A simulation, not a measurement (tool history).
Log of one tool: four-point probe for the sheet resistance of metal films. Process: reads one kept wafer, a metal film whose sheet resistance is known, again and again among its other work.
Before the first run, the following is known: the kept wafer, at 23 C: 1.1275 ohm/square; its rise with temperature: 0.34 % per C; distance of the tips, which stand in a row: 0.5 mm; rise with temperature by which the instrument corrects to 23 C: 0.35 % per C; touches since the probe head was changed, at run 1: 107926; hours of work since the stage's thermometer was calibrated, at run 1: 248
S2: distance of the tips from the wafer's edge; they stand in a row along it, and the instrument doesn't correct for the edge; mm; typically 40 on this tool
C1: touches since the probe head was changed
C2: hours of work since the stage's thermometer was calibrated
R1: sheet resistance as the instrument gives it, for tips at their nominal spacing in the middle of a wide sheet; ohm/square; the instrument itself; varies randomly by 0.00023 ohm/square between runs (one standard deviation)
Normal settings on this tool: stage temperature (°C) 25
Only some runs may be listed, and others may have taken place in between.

run 1 day=0 | stage_temperature_(°C)=25 S2=40 | C1=107926 C2=248 | R1=1.137625
run 2 day=0.692 | stage_temperature_(°C)=25 S2=40 | C1=108640 C2=258 | R1=1.13753
run 3 day=1.329 | stage_temperature_(°C)=28 S2=40 | C1=109301 C2=267 | R1=1.137907
run 4 day=1.929 | stage_temperature_(°C)=25 S2=10 | C1=109918 C2=276 | R1=1.139508
run 5 day=2.412 | stage_temperature_(°C)=25 S2=27 | C1=110419 C2=283 | R1=1.138083
run 6 day=2.979 | stage_temperature_(°C)=25 S2=4 | C1=111006 C2=291 | R1=1.147478
run 7 day=3.679 | stage_temperature_(°C)=25 S2=4 | C1=111727 C2=301 | R1=1.147929
run 8 day=4.212 | stage_temperature_(°C)=25 S2=40 | C1=112279 C2=309 | R1=1.138121
run 9 day=4.567 | stage_temperature_(°C)=25 S2=40 | C1=112646 C2=314 | R1=1.138243
run 10 day=4.892 | stage_temperature_(°C)=25 S2=40 | C1=112983 C2=318 | R1=1.138178
run 11 day=5.333 | stage_temperature_(°C)=25 S2=16 | C1=113437 C2=325 | R1=1.138831
run 12 day=5.862 | stage_temperature_(°C)=25 S2=16 | C1=113985 C2=332 | R1=1.138291
run 13 day=6.358 | stage_temperature_(°C)=25 S2=8 | C1=114497 C2=339 | R1=1.14012
run 14 day=6.858 | stage_temperature_(°C)=25 S2=8 | C1=115013 C2=347 | R1=1.140182
run 15 day=7.392 | stage_temperature_(°C)=34 S2=8 | C1=115564 C2=354 | R1=1.139922
run 16 day=8.083 | stage_temperature_(°C)=34 S2=8 | C1=116279 C2=364 | R1=1.140361
-- day=8.342 new probe head fitted
run 17 day=8.579 | stage_temperature_(°C)=34 S2=4 | C1=248 C2=371 | R1=1.132279
run 18 day=8.988 | stage_temperature_(°C)=25 S2=40 | C1=667 C2=377 | R1=1.123818
run 19 day=9.575 | stage_temperature_(°C)=25 S2=8 | C1=1278 C2=385 | R1=1.126196
run 20 day=9.988 | stage_temperature_(°C)=25 S2=8 | C1=1703 C2=391 | R1=1.126746
run 21 day=10.621 | stage_temperature_(°C)=25 S2=4 | C1=2357 C2=400 | R1=1.133179
run 22 day=10.933 | stage_temperature_(°C)=25 S2=14 | C1=2680 C2=405 | R1=1.12485
run 23 day=11.642 | stage_temperature_(°C)=21 S2=53 | C1=3410 C2=415 | R1=1.124088
run 24 day=12.296 | stage_temperature_(°C)=18 S2=67 | C1=4090 C2=424 | R1=1.124378
run 25 day=13.004 | stage_temperature_(°C)=18 S2=67 | C1=4820 C2=434 | R1=1.124471
run 26 day=13.329 | stage_temperature_(°C)=23 S2=15 | C1=5157 C2=439 | R1=1.124981
run 27 day=13.662 | stage_temperature_(°C)=32 S2=34 | C1=5501 C2=444 | R1=1.12388
run 28 day=14.108 | stage_temperature_(°C)=32 S2=34 | C1=5961 C2=450 | R1=1.123758
run 29 day=14.742 | stage_temperature_(°C)=32 S2=34 | C1=6616 C2=459 | R1=1.124097
run 30 day=15.275 | stage_temperature_(°C)=34 S2=32 | C1=7167 C2=467 | R1=1.123911
run 31 day=15.85 | stage_temperature_(°C)=33 S2=13 | C1=7763 C2=475 | R1=1.124943

Run 32, settings as shown, results not yet in. Your forecast:
run 32 day=16.371 | stage_temperature_(°C)=31 S2=71 | C1=8300 C2=483 | R1=?

{"run 32": {"R1": 1.124317}}
With the hidden condition absent and the run-to-run variation left alone, this run would have shown R1 1.127275 ohm/square.
